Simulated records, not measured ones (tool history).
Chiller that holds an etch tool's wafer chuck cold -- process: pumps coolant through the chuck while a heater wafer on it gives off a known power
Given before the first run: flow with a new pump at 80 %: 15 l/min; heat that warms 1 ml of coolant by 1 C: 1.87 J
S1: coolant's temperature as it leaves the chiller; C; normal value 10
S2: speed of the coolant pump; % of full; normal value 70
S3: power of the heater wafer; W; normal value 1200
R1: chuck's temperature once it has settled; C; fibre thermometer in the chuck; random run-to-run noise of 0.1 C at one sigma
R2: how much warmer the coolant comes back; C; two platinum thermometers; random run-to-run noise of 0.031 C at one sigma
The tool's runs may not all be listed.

{"run": 1, "hour": 0.0, "S1": 10, "S2": 70, "S3": 1200, "R1": 20, "R2": 2.98}
{"run": 2, "hour": 36.9, "S1": 10, "S2": 70, "S3": 1200, "R1": 20, "R2": 3}
{"run": 3, "hour": 95.5, "S1": 5, "S2": 70, "S3": 1200, "R1": 15.2, "R2": 2.97}
{"run": 4, "hour": 161.7, "S1": 10, "S2": 70, "S3": 1705, "R1": 24.5, "R2": 4.23}
{"run": 5, "hour": 214.0, "S1": 16, "S2": 70, "S3": 1200, "R1": 26.1, "R2": 3}
{"run": 6, "hour": 262.6, "S1": 16, "S2": 70, "S3": 1200, "R1": 26.3, "R2": 2.95}
{"run": 7, "hour": 317.9, "S1": 10, "S2": 64, "S3": 1200, "R1": 20.9, "R2": 3.3}
{"run": 8, "hour": 363.5, "S1": 10, "S2": 64, "S3": 1200, "R1": 20.8, "R2": 3.32}
{"run": 9, "hour": 429.8, "S1": 10, "S2": 64, "S3": 1200, "R1": 20.7, "R2": 3.28}
{"run": 10, "hour": 511.6, "S1": 10, "S2": 70, "S3": 1200, "R1": 20.3, "R2": 3.05}
{"run": 11, "hour": 591.2, "S1": 10, "S2": 70, "S3": 1200, "R1": 20.2, "R2": 3}
{"run": 12, "hour": 630.2, "S1": 10, "S2": 70, "S3": 1200, "R1": 20.3, "R2": 3.07}
{"run": 13, "hour": 684.6, "S1": 10, "S2": 70, "S3": 1034, "R1": 18.8, "R2": 2.64}
{"run": 14, "hour": 724.6, "S1": 18, "S2": 70, "S3": 1200, "R1": 28.4, "R2": 3.07}
{"run": 15, "hour": 785.1, "S1": 18, "S2": 70, "S3": 1200, "R1": 28.3, "R2": 3.05}
{"run": 16, "hour": 861.3, "S1": 18, "S2": 70, "S3": 1200, "R1": 28.2, "R2": 3.08}
{"run": 17, "hour": 908.0, "S1": 18, "S2": 70, "S3": 1200, "R1": 28.4, "R2": 3.06}
{"run": 18, "hour": 960.4, "S1": 10, "S2": 81, "S3": 1025, "R1": 18, "R2": 2.24}
{"run": 19, "hour": 1021.3, "S1": 10, "S2": 81, "S3": 1025, "R1": 17.8, "R2": 2.23}
{"run": 20, "hour": 1065.6, "S1": 10, "S2": 85, "S3": 673, "R1": 14.9, "R2": 1.37}
{"run": 21, "hour": 1100.8, "S1": 12, "S2": 85, "S3": 1068, "R1": 20.2, "R2": 2.19}
{"run": 22, "hour": 1168.1, "S1": 12, "S2": 85, "S3": 1068, "R1": 20.6, "R2": 2.19}
{"run": 23, "hour": 1231.3, "S1": 12, "S2": 85, "S3": 1068, "R1": 20.8, "R2": 2.21}
{"run": 24, "hour": 1302.7, "S1": 11, "S2": 65, "S3": 1125, "R1": 21.6, "R2": 3.15}
{"run": 25, "hour": 1346.3, "S1": 11, "S2": 65, "S3": 1125, "R1": 21.7, "R2": 3.13}
{"run": 26, "hour": 1413.9, "S1": 11, "S2": 65, "S3": 617, "R1": 16.9, "R2": 1.74}
{"run": 27, "hour": 1474.9, "S1": 8, "S2": 61, "S3": 744, "R1": 15.4, "R2": 2.24}
{"run": 28, "hour": 1521.4, "S1": 16, "S2": 84, "S3": 1200, "R1": 25.9, "R2": 2.7}
{"run": 29, "hour": 1594.6, "S1": 9, "S2": 70, "S3": 1687, "R1": 24.3, "R2": 4.37}
{"run": 30, "hour": 1640.3, "S1": 9, "S2": 70, "S3": 1687, "R1": 24.5, "R2": 4.41}
{"run": 31, "hour": 1678.2, "S1": 1, "S2": 97, "S3": 1687, "R1": 13.9, "R2": 3.08}
{"run": 32, "hour": 1727.9, "S1": 10, "S2": 70, "S3": 986, "R1": 19.1, "R2": 2.61}
{"run": 33, "hour": 1771.4, "S1": 10, "S2": 74, "S3": 986, "R1": 18.9, "R2": 2.41}

Taken out of this log: 2 entries between the listed runs. Where each belongs, and how the hidden state differs across it:
Between runs 15 and 16: chiller's thermometer calibrated (hour 793.7)
  heat passed by the chuck's channels, % of clean ones': 94.5 -> 94.3; flow at a given pump speed, % of a new pump's: 97.3 -> 97.1; coolant's true temperature over the reading, C: -0.33 -> -0.51
  difference, measured minus the result without the unlogged condition, R1: +0.3 -> +0.2 C; R2: +0.09 -> +0.09 C
Between runs 21 and 22: chiller's thermometer calibrated, once more (hour 1105.4)
  heat passed by the chuck's channels, % of clean ones': 93.7 -> 93.5; flow at a given pump speed, % of a new pump's: 96.5 -> 96.3; coolant's true temperature over the reading, C: -0.53 -> -0.01
  difference, measured minus the result without the unlogged condition, R1: +0 -> +0.6 C; R2: +0.08 -> +0.09 C
